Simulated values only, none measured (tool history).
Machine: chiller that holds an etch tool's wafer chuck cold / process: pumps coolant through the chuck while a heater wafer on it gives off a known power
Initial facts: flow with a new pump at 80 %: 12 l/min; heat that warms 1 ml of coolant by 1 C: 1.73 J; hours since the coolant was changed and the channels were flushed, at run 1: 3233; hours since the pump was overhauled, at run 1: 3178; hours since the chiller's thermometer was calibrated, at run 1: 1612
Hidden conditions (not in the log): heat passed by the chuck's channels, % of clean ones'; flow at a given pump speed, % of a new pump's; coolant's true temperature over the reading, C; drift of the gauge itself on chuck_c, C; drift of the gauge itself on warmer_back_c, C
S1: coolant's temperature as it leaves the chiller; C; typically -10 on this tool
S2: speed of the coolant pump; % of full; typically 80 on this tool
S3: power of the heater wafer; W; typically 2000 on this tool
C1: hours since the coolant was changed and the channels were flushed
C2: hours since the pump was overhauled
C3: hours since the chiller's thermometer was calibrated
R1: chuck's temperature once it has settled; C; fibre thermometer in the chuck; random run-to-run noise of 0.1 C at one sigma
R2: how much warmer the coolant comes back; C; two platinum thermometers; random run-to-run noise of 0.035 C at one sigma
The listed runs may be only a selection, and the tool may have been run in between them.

Run 1, hour 0: usual settings; C1 3233; C2 3178; C3 1612. Result: R1 9.3 C, R2 6.41 C.
Run 2, hour 94.1: usual settings but S3 2152 W; C1 3327; C2 3272; C3 1707. Result: R1 10.8 C, R2 6.9 C.
Run 3, hour 177.5: usual settings but S3 2152 W; C1 3411; C2 3356; C3 1790. Result: R1 11 C, R2 6.9 C.
Run 4, hour 273.5: usual settings but S3 2152 W; C1 3507; C2 3452; C3 1886. Result: R1 11.2 C, R2 6.92 C.
Run 5, hour 389.4: usual settings but S3 2152 W; C1 3623; C2 3568; C3 2002. Result: R1 11.2 C, R2 6.94 C.
Run 6, hour 460.8: usual settings but S3 2152 W; C1 3694; C2 3639; C3 2073. Result: R1 11.4 C, R2 7.02 C.
Run 7, hour 532.2: usual settings but S3 2731 W; C1 3765; C2 3710; C3 2145. Result: R1 17.1 C, R2 8.93 C.
Run 8, hour 674.7: usual settings but S2 63 % of full, S3 2731 W; C1 3908; C2 3853; C3 2287. Result: R1 22.1 C, R2 11.54 C.
Run 9, hour 735.2: usual settings but S2 63 % of full, S3 2731 W; C1 3968; C2 3913; C3 2348. Result: R1 22.1 C, R2 11.6 C.
Run 10, hour 832.4: usual settings but S2 63 % of full, S3 2731 W; C1 4066; C2 4011; C3 2445. Result: R1 22.3 C, R2 11.7 C.
Run 11, hour 970: usual settings but S2 63 % of full, S3 2731 W; C1 4203; C2 4148; C3 2582. Result: R1 22.5 C, R2 11.67 C.
Run 12, hour 1041.2: usual settings but S2 62 % of full; C1 4274; C2 4219; C3 2654. Result: R1 14.5 C, R2 8.74 C.
Run 13, hour 1147.8: usual settings but S3 2894 W; C1 4381; C2 4326; C3 2760. Result: R1 19.8 C, R2 9.6 C.
Run 14, hour 1249.7: usual settings but S1 -13 C; C1 4483; C2 4428; C3 2862. Result: R1 7.9 C, R2 6.66 C.
Run 15, hour 1369: usual settings but S1 -13 C; C1 4602; C2 4547; C3 2981. Result: R1 8 C, R2 6.71 C.
Run 16, hour 1436.5: usual settings; C1 4670; C2 4615; C3 3049. Result: R1 11.1 C, R2 6.66 C.
Run 17, hour 1508.3: usual settings but S3 1368 W; C1 4742; C2 4686; C3 3121. Result: R1 4.7 C, R2 4.61 C.
Run 18, hour 1632.9: usual settings but S3 1368 W; C1 4866; C2 4811; C3 3245. Result: R1 4.6 C, R2 4.63 C.
Run 19, hour 1742.1: usual settings but S3 1368 W; C1 4975; C2 4920; C3 3355. Result: R1 4.9 C, R2 4.61 C.
Run 20, hour 1807.2: usual settings but S1 -2 C, S3 1543 W; C1 5040; C2 4985; C3 3420. Result: R1 14.7 C, R2 5.25 C.
At hour 1849.9: coolant changed, channels flushed.
Run 21, hour 1908.1: usual settings but S1 -15 C; C1 58; C2 5080; C3 3515. Result: R1 3.3 C, R2 6.82 C.
Run 22, hour 2011.9: usual settings but S1 -3 C, S2 60 % of full; C1 162; C2 5184; C3 3618. Result: R1 19 C, R2 9.33 C.
Run 23, hour 2130.7: usual settings but S1 -3 C, S2 60 % of full; C1 281; C2 5303; C3 3737. Result: R1 19.2 C, R2 9.36 C.
At hour 2230.9: chiller's thermometer calibrated.
Run 24, hour 2271.8: usual settings but S1 -3 C, S2 60 % of full; C1 421; C2 5443; C3 41. Result: R1 19.1 C, R2 9.27 C.
Run 25, hour 2343.2: usual settings but S2 95 % of full, S3 1755 W; C1 492; C2 5514; C3 112. Result: R1 4.3 C, R2 5.01 C.
Run 26, hour 2441.2: usual settings but S2 95 % of full, S3 1755 W; C1 590; C2 5612; C3 210. Result: R1 4.4 C, R2 5.04 C.
Run 27, hour 2511.9: usual settings but S2 95 % of full, S3 1755 W; C1 661; C2 5683; C3 281. Result: R1 4.3 C, R2 5.04 C.
Run 28, hour 2584.7: usual settings but S1 -8 C, S3 1342 W; C1 734; C2 5756; C3 354. Result: R1 4.4 C, R2 4.68 C.

For run 29, what comes out?
Run 29, hour 2659.8: usual settings but S3 2465 W; C1 809; C2 5831; C3 429. Result: R1 ?, R2 ?.

Run 29 gave R1 12.8 C, R2 8.63 C.
Take away the tool's hidden state, keep the run-to-run variation as it was, and the same run would have given R1 9.8 C, R2 7.16 C.
